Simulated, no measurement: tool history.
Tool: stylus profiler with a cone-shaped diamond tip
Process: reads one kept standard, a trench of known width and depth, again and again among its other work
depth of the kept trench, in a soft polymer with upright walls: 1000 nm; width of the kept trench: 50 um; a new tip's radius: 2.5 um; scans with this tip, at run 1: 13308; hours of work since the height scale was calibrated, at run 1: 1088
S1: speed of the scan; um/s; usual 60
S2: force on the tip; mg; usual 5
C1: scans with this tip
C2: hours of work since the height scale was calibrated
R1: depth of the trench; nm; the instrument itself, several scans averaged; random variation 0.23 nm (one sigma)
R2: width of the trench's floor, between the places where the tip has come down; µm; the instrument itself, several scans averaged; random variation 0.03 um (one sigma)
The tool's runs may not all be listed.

| run | hour | S1 | S2 | C1 | C2 | R1 | R2 |
|---|---|---|---|---|---|---|---|
| 1 | 0 | 60 | 5 | 13308 | 1088 | 1022.89 | 43.37 |
| 2 | 33.6 | 60 | 5 | 13501 | 1104 | 1023.44 | 43.36 |
| 3 | 74.6 | 60 | 1.88 | 13738 | 1123 | 1012.97 | 43.27 |
| 4 | 131.5 | 37 | 1.88 | 14066 | 1150 | 1013.7 | 43.27 |
| 5 | 202.2 | 37 | 1.88 | 14474 | 1183 | 1013.66 | 43.26 |
|  | 249 | height scale calibrated on a step standard |
| 6 | 250.3 | 37 | 1.88 | 14749 | 1 | 1013.81 | 43.23 |
| 7 | 311.8 | 60 | 6.52 | 15104 | 30 | 1027.74 | 43.18 |
| 8 | 348.1 | 60 | 5 | 15313 | 47 | 1024.01 | 43.16 |
| 9 | 396.8 | 60 | 5 | 15593 | 70 | 1023.66 | 43.06 |
| 10 | 442.8 | 60 | 3.13 | 15859 | 91 | 1018.78 | 43.05 |
|  | 498.2 | height scale calibrated on a step standard, once more |
| 11 | 512.5 | 228 | 5 | 16258 | 7 | 1020.81 | 42.57 |
| 12 | 547.5 | 60 | 4.77 | 16460 | 23 | 1019.89 | 42.98 |
| 13 | 601.9 | 60 | 4.77 | 16774 | 49 | 1020.01 | 42.87 |
| 14 | 675.3 | 60 | 5 | 17198 | 84 | 1021.1 | 42.86 |
| 15 | 750 | 60 | 5 | 17628 | 119 | 1020.67 | 42.84 |
| 16 | 796.8 | 60 | 5 | 17898 | 141 | 1021.26 | 42.81 |
| 17 | 844.9 | 60 | 5 | 18176 | 163 | 1021.11 | 42.78 |
| 18 | 895.1 | 60 | 5 | 18465 | 187 | 1021.37 | 42.78 |
| 19 | 946.1 | 60 | 5 | 18759 | 211 | 1021.09 | 42.66 |
| 20 | 992.1 | 16 | 10.14 | 19025 | 233 | 1033.1 | 42.78 |
| 21 | 1039.3 | 174 | 2.46 | 19297 | 255 | 1013.87 | 42.05 |
| 22 | 1078.5 | 60 | 5.45 | 19523 | 274 | 1022.52 | 42.52 |
| 23 | 1127.9 | 60 | 5.45 | 19808 | 297 | 1022.46 | 42.53 |
| 24 | 1202.5 | 35 | 3.24 | 20238 | 332 | 1016.29 | 42.48 |
| 25 | 1234.3 | 35 | 3.24 | 20422 | 347 | 1016.49 | 42.54 |
| 26 | 1266.4 | 35 | 3.24 | 20607 | 362 | 1016.54 | 42.48 |
|  | 1300.3 | new tip fitted, height scale calibrated |
| 27 | 1306.2 | 60 | 2.7 | 34 | 3 | 1013.4 | 45.88 |
| 28 | 1363 | 60 | 2.7 | 362 | 30 | 1013.92 | 45.74 |
| 29 | 1413.9 | 56 | 2.31 | 656 | 54 | 1012.1 | 45.7 |
| 30 | 1445.7 | 56 | 2.31 | 839 | 69 | 1012.29 | 45.61 |
| 31 | 1509.9 | 56 | 2.31 | 1209 | 99 | 1012.15 | 45.58 |
| 32 | 1554.8 | 56 | 2.31 | 1468 | 120 | 1012.45 | 45.49 |
| 33 | 1628.1 | 56 | 2.31 | 1891 | 155 | 1012.68 | 45.48 |
| 34 | 1671.3 | 146 | 11.73 | 2140 | 175 | 1036.05 | 45.36 |
| 35 | 1718.2 | 27 | 2.2 | 2411 | 197 | 1012.26 | 45.46 |
| 36 | 1763.6 | 27 | 9.11 | 2673 | 218 | 1030.73 | 45.36 |
| 37 | 1830.4 | 27 | 2.56 | 3058 | 250 | 1013.68 | 45.24 |
| 38 | 1882.1 | 18 | 2.46 | 3356 | 274 | 1013.36 | 45.26 |

3 ways to go on from here, each from the tool as it stands after run 38. What would each give?
| A | 1937.8 | 153 | 4.64 | 3678 | 301 | ? | ? |
| B | 1937.8 | 20 | 2.46 | 3678 | 301 | ? | ? |
| C | 1937.8 | 225 | 8.84 | 3678 | 301 | ? | ? |

| run | R1 | R2 |
|---|---|---|
| A | 1020.36 | 44.89 |
| B | 1013.59 | 45.17 |
| C | 1031.07 | 44.81 |
Without the tool's hidden state the same runs would have given:
| run | R1 | R2 |
|---|---|---|
| A | 1019.44 | 45.62 |
| B | 1012.68 | 45.91 |
| C | 1030.15 | 45.54 |

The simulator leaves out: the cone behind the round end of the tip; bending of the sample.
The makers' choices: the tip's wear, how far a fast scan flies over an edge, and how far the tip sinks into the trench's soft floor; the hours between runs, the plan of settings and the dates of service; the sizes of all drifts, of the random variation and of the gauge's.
